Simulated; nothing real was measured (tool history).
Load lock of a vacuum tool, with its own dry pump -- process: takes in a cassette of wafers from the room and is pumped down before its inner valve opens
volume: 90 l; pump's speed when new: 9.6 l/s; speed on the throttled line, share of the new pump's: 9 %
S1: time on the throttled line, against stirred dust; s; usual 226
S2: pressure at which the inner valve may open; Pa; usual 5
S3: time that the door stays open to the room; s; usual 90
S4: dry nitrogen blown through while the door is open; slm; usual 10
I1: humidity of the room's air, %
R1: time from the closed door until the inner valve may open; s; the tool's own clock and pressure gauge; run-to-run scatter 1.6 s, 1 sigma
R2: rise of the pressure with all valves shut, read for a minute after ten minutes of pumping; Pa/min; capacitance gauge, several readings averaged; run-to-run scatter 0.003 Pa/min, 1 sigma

{"run": 1, "hour": 0.0, "S1": 226, "S2": 5, "S3": 90, "S4": 10, "I1": 44.8, "R1": 296.4, "R2": 0.082}
{"run": 2, "hour": 297.4, "S1": 277, "S2": 5, "S3": 90, "S4": 10, "I1": 45.5, "R1": 342.1, "R2": 0.086}
{"run": 3, "hour": 586.1, "S1": 277, "S2": 5, "S3": 90, "S4": 10, "I1": 42.3, "R1": 349.7, "R2": 0.082}
{"run": 4, "hour": 1023.4, "S1": 121, "S2": 5, "S3": 90, "S4": 10, "I1": 44.9, "R1": 206, "R2": 0.093}
{"run": 5, "hour": 1262.6, "S1": 121, "S2": 5, "S3": 90, "S4": 10, "I1": 44.9, "R1": 206.2, "R2": 0.089}
{"run": 6, "hour": 1626.2, "S1": 226, "S2": 5, "S3": 90, "S4": 10, "I1": 43.6, "R1": 300.5, "R2": 0.098}
{"run": 7, "hour": 2025.7, "S1": 226, "S2": 5, "S3": 90, "S4": 10, "I1": 41.9, "R1": 297.7, "R2": 0.099}
{"run": 8, "hour": 2219.1, "S1": 226, "S2": 5, "S3": 90, "S4": 10, "I1": 43.3, "R1": 303.8, "R2": 0.106}
{"run": 9, "hour": 2463.1, "S1": 226, "S2": 5, "S3": 90, "S4": 10, "I1": 45.2, "R1": 300, "R2": 0.106}
{"run": 10, "hour": 2851.4, "S1": 212, "S2": 5, "S3": 90, "S4": 10, "I1": 45.5, "R1": 289.1, "R2": 0.107}
{"run": 11, "hour": 3211.1, "S1": 212, "S2": 5, "S3": 90, "S4": 10, "I1": 42.8, "R1": 291.1, "R2": 0.112}
{"run": 12, "hour": 3664.0, "S1": 226, "S2": 5, "S3": 90, "S4": 14, "I1": 43.1, "R1": 303.2, "R2": 0.117}
{"run": 13, "hour": 3960.7, "S1": 423, "S2": 5, "S3": 90, "S4": 10, "I1": 47, "R1": 484.5, "R2": 0.125}
{"run": 14, "hour": 4287.8, "S1": 423, "S2": 8, "S3": 90, "S4": 10, "I1": 40.9, "R1": 479, "R2": 0.126}
{"run": 15, "hour": 4672.1, "S1": 423, "S2": 8, "S3": 90, "S4": 10, "I1": 42.4, "R1": 472, "R2": 0.131}
{"run": 16, "hour": 5001.5, "S1": 423, "S2": 8, "S3": 90, "S4": 10, "I1": 46.1, "R1": 479, "R2": 0.132}
{"run": 17, "hour": 5260.6, "S1": 423, "S2": 8, "S3": 90, "S4": 10, "I1": 45.9, "R1": 479.1, "R2": 0.138}
{"run": 18, "hour": 5549.0, "S1": 423, "S2": 8, "S3": 90, "S4": 4, "I1": 45.3, "R1": 479.2, "R2": 0.142}
{"run": 19, "hour": 5822.1, "S1": 238, "S2": 5, "S3": 90, "S4": 10, "I1": 43.1, "R1": 314.7, "R2": 0.151}
{"run": 20, "hour": 6075.3, "S1": 346, "S2": 5, "S3": 90, "S4": 30, "I1": 41.6, "R1": 414, "R2": 0.139}
{"run": 21, "hour": 6369.0, "S1": 346, "S2": 5, "S3": 90, "S4": 30, "I1": 45.1, "R1": 415.4, "R2": 0.143}
{"run": 22, "hour": 6641.6, "S1": 346, "S2": 5, "S3": 90, "S4": 30, "I1": 43.1, "R1": 415.9, "R2": 0.147}
{"hour": 6749.4, "done": "door's seal changed, seat wiped"}
{"run": 23, "hour": 7024.3, "S1": 253, "S2": 8, "S3": 90, "S4": 6, "I1": 45.8, "R1": 330.5, "R2": 0.024}
{"run": 24, "hour": 7473.2, "S1": 253, "S2": 8, "S3": 90, "S4": 6, "I1": 43.3, "R1": 329.2, "R2": 0.024}
{"run": 25, "hour": 7814.5, "S1": 253, "S2": 8, "S3": 90, "S4": 6, "I1": 44.3, "R1": 327.7, "R2": 0.032}
{"run": 26, "hour": 8251.5, "S1": 247, "S2": 5, "S3": 90, "S4": 10, "I1": 44.1, "R1": 329.3, "R2": 0.023}
{"run": 27, "hour": 8476.2, "S1": 226, "S2": 7, "S3": 90, "S4": 10, "I1": 45.3, "R1": 306.7, "R2": 0.025}
{"run": 28, "hour": 8822.9, "S1": 226, "S2": 5, "S3": 90, "S4": 29, "I1": 44.5, "R1": 309.7, "R2": 0.023}
{"run": 29, "hour": 9275.7, "S1": 226, "S2": 5, "S3": 90, "S4": 29, "I1": 45.9, "R1": 315.6, "R2": 0.026}
{"run": 30, "hour": 9581.8, "S1": 330, "S2": 10, "S3": 64, "S4": 6, "I1": 47.9, "R1": 398.9, "R2": 0.043}
{"run": 31, "hour": 9783.5, "S1": 226, "S2": 5, "S3": 96, "S4": 16, "I1": 44.9, "R1": 312.3, "R2": 0.026}
{"run": 32, "hour": 9978.4, "S1": 115, "S2": 7, "S3": 184, "S4": 16, "I1": 49.9, "R1": 211, "R2": 0.041}
{"run": 33, "hour": 10336.8, "S1": 262, "S2": 5, "S3": 90, "S4": 37, "I1": 41.9, "R1": 343.8, "R2": 0.024}
{"run": 34, "hour": 10558.6, "S1": 143, "S2": 9, "S3": 45, "S4": 10, "I1": 42.8, "R1": 235.2, "R2": 0.03}
{"run": 35, "hour": 10877.7, "S1": 143, "S2": 10, "S3": 51, "S4": 10, "I1": 44, "R1": 233.7, "R2": 0.036}

Hidden state or all else? Some run-to-run changes of R1, split into what the settings, what came in and random variation would give without the hidden state, and what is left for the hidden state (with any gauge scatter that isn't in both results):
Unlogged tool condition in this case: pump's speed, % of a new pump's; leak at the door's seal, Pa l/s; drift of the gauge itself on ready_s, %; drift of the gauge itself on rise_pa_min, %.
Run 3 -> 4: S1 277 -> 121. R1 -143.7 s: hidden state +1.1, all else -144.8.
Run 12 -> 13: S1 226 -> 423, S4 14 -> 10. R1 +181.3 s: hidden state -1, all else +182.3.
Run 18 -> 19: S1 423 -> 238, S2 8 -> 5, S4 4 -> 10. R1 -164.5 s: hidden state +2.9, all else -167.4.
Run 29 -> 30: S1 226 -> 330, S2 5 -> 10, S3 90 -> 64, S4 29 -> 6. R1 +83.3 s: hidden state -3, all else +86.3.
Run 30 -> 31: S1 330 -> 226, S2 10 -> 5, S3 64 -> 96, S4 6 -> 16. R1 -86.6 s: hidden state +3.6, all else -90.2.

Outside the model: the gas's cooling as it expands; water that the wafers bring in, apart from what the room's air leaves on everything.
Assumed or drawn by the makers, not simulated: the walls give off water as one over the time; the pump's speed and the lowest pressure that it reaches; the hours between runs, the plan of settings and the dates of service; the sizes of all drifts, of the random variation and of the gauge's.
